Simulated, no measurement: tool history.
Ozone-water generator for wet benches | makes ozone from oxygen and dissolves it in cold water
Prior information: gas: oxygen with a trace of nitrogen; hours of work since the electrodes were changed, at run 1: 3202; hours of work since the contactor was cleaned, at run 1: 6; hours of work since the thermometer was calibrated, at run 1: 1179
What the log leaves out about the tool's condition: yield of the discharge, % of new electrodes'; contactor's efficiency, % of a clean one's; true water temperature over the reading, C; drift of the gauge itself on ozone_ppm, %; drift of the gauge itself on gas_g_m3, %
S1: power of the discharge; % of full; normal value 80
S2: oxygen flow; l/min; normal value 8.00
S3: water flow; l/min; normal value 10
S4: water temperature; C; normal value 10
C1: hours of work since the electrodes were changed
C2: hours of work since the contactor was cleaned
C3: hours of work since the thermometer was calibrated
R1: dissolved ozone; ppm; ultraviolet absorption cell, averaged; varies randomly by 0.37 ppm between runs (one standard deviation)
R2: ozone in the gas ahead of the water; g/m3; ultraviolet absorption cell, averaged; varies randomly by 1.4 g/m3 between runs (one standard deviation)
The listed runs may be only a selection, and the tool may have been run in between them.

run 1 hour=0.0 | S1=80 S2=8.00 S3=10 S4=10 | C1=3202 C2=6 C3=1179 | R1=58.9 R2=253.9
run 2 hour=120.2 | S1=80 S2=8.00 S3=10 S4=7 | C1=3295 C2=99 C3=1271 | R1=62.3 R2=255.0
run 3 hour=217.1 | S1=80 S2=8.00 S3=10 S4=7 | C1=3369 C2=173 C3=1345 | R1=63.3 R2=252.1
run 4 hour=389.1 | S1=80 S2=8.00 S3=10 S4=10 | C1=3501 C2=305 C3=1477 | R1=59.5 R2=254.4
run 5 hour=482.1 | S1=80 S2=8.00 S3=10 S4=10 | C1=3573 C2=377 C3=1549 | R1=59.1 R2=252.3
run 6 hour=591.6 | S1=76 S2=8.00 S3=10 S4=10 | C1=3657 C2=461 C3=1633 | R1=57.7 R2=244.0
run 7 hour=697.4 | S1=80 S2=6.71 S3=10 S4=10 | C1=3738 C2=542 C3=1714 | R1=62.1 R2=279.5
run 8 hour=816.0 | S1=80 S2=6.71 S3=10 S4=10 | C1=3829 C2=633 C3=1805 | R1=61.4 R2=280.3
run 9 hour=963.2 | S1=80 S2=6.71 S3=10 S4=10 | C1=3942 C2=746 C3=1918 | R1=62.2 R2=279.5
run 10 hour=1146.1 | S1=80 S2=8.00 S3=10 S4=10 | C1=4083 C2=887 C3=2059 | R1=59.1 R2=251.2
run 11 hour=1290.4 | S1=80 S2=8.00 S3=14 S4=10 | C1=4193 C2=998 C3=2170 | R1=49.3 R2=254.9
run 12 hour=1448.0 | S1=80 S2=8.00 S3=14 S4=10 | C1=4314 C2=1119 C3=2291 | R1=49.0 R2=252.9
run 13 hour=1630.5 | S1=80 S2=8.00 S3=14 S4=10 | C1=4455 C2=1259 C3=2431 | R1=48.9 R2=254.0
run 14 hour=1704.7 | S1=80 S2=8.00 S3=14 S4=10 | C1=4512 C2=1316 C3=2488 | R1=49.0 R2=255.3
run 15 hour=1848.4 | S1=80 S2=8.00 S3=14 S4=10 | C1=4622 C2=1426 C3=2598 | R1=48.9 R2=253.7
run 16 hour=1928.6 | S1=80 S2=6.58 S3=10 S4=10 | C1=4684 C2=1488 C3=2660 | R1=62.0 R2=285.2
run 17 hour=2103.4 | S1=80 S2=6.58 S3=10 S4=10 | C1=4818 C2=1622 C3=2794 | R1=62.2 R2=283.2
run 18 hour=2234.8 | S1=95 S2=5.18 S3=10 S4=10 | C1=4919 C2=1723 C3=2895 | R1=73.0 R2=370.1
run 19 hour=2366.6 | S1=80 S2=8.80 S3=10 S4=11 | C1=5020 C2=1824 C3=2996 | R1=57.1 R2=240.8
run 20 hour=2539.5 | S1=80 S2=7.92 S3=6 S4=10 | C1=5153 C2=1957 C3=3129 | R1=74.8 R2=257.1
run 21 hour=2700.9 | S1=80 S2=7.92 S3=6 S4=10 | C1=5277 C2=2081 C3=3253 | R1=74.0 R2=256.2
run 22 hour=2821.5 | S1=71 S2=6.07 S3=6 S4=6 | C1=5369 C2=2173 C3=3346 | R1=80.7 R2=271.4
-- hour=2934.3 water thermometer calibrated
run 23 hour=2934.3 | S1=42 S2=7.82 S3=12 S4=8 | C1=5456 C2=2260 C3=0 | R1=34.2 R2=156.0
run 24 hour=3009.2 | S1=66 S2=8.00 S3=10 S4=10 | C1=5513 C2=2317 C3=58 | R1=51.7 R2=218.2
run 25 hour=3132.3 | S1=63 S2=4.08 S3=10 S4=12 | C1=5608 C2=2412 C3=152 | R1=53.0 R2=310.9
run 26 hour=3237.2 | S1=63 S2=4.08 S3=10 S4=12 | C1=5688 C2=2492 C3=233 | R1=53.4 R2=308.6
run 27 hour=3418.6 | S1=73 S2=4.08 S3=15 S4=12 | C1=5828 C2=2632 C3=372 | R1=43.5 R2=346.1
run 28 hour=3512.8 | S1=73 S2=4.08 S3=15 S4=12 | C1=5900 C2=2704 C3=444 | R1=43.5 R2=344.4
run 29 hour=3662.0 | S1=73 S2=4.08 S3=15 S4=12 | C1=6015 C2=2819 C3=559 | R1=44.7 R2=346.8
run 30 hour=3814.9 | S1=57 S2=11.71 S3=12 S4=13 | C1=6132 C2=2936 C3=676 | R1=35.5 R2=154.9
run 31 hour=3950.4 | S1=76 S2=10.03 S3=14 S4=8 | C1=6236 C2=3040 C3=780 | R1=47.0 R2=213.8
run 32 hour=4042.1 | S1=80 S2=13.20 S3=10 S4=12 | C1=6306 C2=3111 C3=851 | R1=49.1 R2=189.8
run 33 hour=4223.2 | S1=80 S2=8.25 S3=15 S4=8 | C1=6446 C2=3250 C3=990 | R1=48.3 R2=249.2

What if the next run were any one of these 3? Each begins from the tool's condition after run 33:
run A hour=4343.0 | S1=49 S2=8.57 S3=15 S4=8 | C1=6538 C2=3342 C3=1082 | R1=? R2=?
run B hour=4343.0 | S1=83 S2=8.25 S3=13 S4=12 | C1=6538 C2=3342 C3=1082 | R1=? R2=?
run C hour=4343.0 | S1=80 S2=11.23 S3=9 S4=5 | C1=6538 C2=3342 C3=1082 | R1=? R2=?

run=A R1=32.7 R2=167.5
run=B R1=50.0 R2=253.1
run=C R1=63.5 R2=209.7
The same runs, with their run-to-run variation unchanged, on a tool lacking any hidden condition would have given:
run=A R1=32.8 R2=167.8
run=B R1=50.2 R2=253.8
run=C R1=63.7 R2=210.2
